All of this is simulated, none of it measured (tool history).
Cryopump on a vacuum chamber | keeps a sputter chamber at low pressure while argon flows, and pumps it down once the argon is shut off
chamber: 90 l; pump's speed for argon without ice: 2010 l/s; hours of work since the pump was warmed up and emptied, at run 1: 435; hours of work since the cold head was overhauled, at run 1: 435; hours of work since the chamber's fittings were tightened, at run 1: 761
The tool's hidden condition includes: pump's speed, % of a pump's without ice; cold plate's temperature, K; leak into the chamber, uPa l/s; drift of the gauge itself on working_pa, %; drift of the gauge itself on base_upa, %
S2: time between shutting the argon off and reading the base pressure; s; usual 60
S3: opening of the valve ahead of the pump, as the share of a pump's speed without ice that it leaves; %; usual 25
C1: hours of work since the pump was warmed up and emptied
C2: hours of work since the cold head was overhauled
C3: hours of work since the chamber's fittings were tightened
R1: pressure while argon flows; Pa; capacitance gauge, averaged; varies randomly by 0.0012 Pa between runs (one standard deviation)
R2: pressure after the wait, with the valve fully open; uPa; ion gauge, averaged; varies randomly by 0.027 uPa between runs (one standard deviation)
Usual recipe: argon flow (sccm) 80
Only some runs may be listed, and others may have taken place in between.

run 1 hour=0.0 | argon_flow_(sccm)=80 S2=60 S3=25 | C1=435 C2=435 C3=761 | R1=0.2767 R2=1.72
run 2 hour=14.5 | argon_flow_(sccm)=80 S2=60 S3=25 | C1=442 C2=442 C3=768 | R1=0.2778 R2=1.67
run 3 hour=31.8 | argon_flow_(sccm)=80 S2=128 S3=25 | C1=450 C2=450 C3=777 | R1=0.2770 R2=1.14
run 4 hour=50.9 | argon_flow_(sccm)=80 S2=128 S3=25 | C1=460 C2=460 C3=786 | R1=0.2768 R2=1.10
run 5 hour=68.0 | argon_flow_(sccm)=80 S2=128 S3=25 | C1=468 C2=468 C3=795 | R1=0.2763 R2=1.13
run 6 hour=82.8 | argon_flow_(sccm)=80 S2=128 S3=25 | C1=475 C2=475 C3=802 | R1=0.2790 R2=1.15
run 7 hour=99.1 | argon_flow_(sccm)=100 S2=60 S3=25 | C1=483 C2=483 C3=810 | R1=0.3481 R2=1.73
run 8 hour=124.1 | argon_flow_(sccm)=100 S2=60 S3=25 | C1=495 C2=495 C3=822 | R1=0.3468 R2=1.76
run 9 hour=144.8 | argon_flow_(sccm)=100 S2=60 S3=44 | C1=505 C2=505 C3=832 | R1=0.2026 R2=1.78
run 10 hour=171.2 | argon_flow_(sccm)=80 S2=60 S3=17 | C1=518 C2=518 C3=845 | R1=0.4082 R2=1.80
run 11 hour=200.3 | argon_flow_(sccm)=82 S2=160 S3=26 | C1=533 C2=533 C3=859 | R1=0.2756 R2=1.06
run 12 hour=230.8 | argon_flow_(sccm)=82 S2=160 S3=26 | C1=548 C2=548 C3=874 | R1=0.2740 R2=1.08
run 13 hour=262.4 | argon_flow_(sccm)=82 S2=160 S3=26 | C1=563 C2=563 C3=890 | R1=0.2768 R2=1.04
run 14 hour=295.1 | argon_flow_(sccm)=35 S2=57 S3=36 | C1=579 C2=579 C3=906 | R1=0.0862 R2=1.89
run 15 hour=313.8 | argon_flow_(sccm)=80 S2=39 S3=28 | C1=588 C2=588 C3=915 | R1=0.2539 R2=2.37
run 16 hour=339.2 | argon_flow_(sccm)=80 S2=27 S3=19 | C1=601 C2=601 C3=927 | R1=0.3629 R2=3.12
run 17 hour=370.9 | argon_flow_(sccm)=134 S2=21 S3=30 | C1=616 C2=616 C3=943 | R1=0.3941 R2=3.87
run 18 hour=390.1 | argon_flow_(sccm)=38 S2=40 S3=36 | C1=626 C2=626 C3=952 | R1=0.0950 R2=2.39
run 19 hour=422.3 | argon_flow_(sccm)=37 S2=46 S3=22 | C1=641 C2=641 C3=968 | R1=0.1484 R2=2.19

Below are 3 alternative next runs, each starting from the tool's condition after run 19. Predict each:
run A hour=445.4 | argon_flow_(sccm)=80 S2=51 S3=52 | C1=653 C2=653 C3=979 | R1=? R2=?
run B hour=445.4 | argon_flow_(sccm)=37 S2=30 S3=56 | C1=653 C2=653 C3=979 | R1=? R2=?
run C hour=445.4 | argon_flow_(sccm)=80 S2=140 S3=21 | C1=653 C2=653 C3=979 | R1=? R2=?

run=A R1=0.1413 R2=1.99
run=B R1=0.0620 R2=2.99
run=C R1=0.3338 R2=1.25
Take away the tool's hidden state, keep each run's random variation, and the runs would have read:
run=A R1=0.1284 R2=1.38
run=B R1=0.0561 R2=2.36
run=C R1=0.3209 R2=0.62

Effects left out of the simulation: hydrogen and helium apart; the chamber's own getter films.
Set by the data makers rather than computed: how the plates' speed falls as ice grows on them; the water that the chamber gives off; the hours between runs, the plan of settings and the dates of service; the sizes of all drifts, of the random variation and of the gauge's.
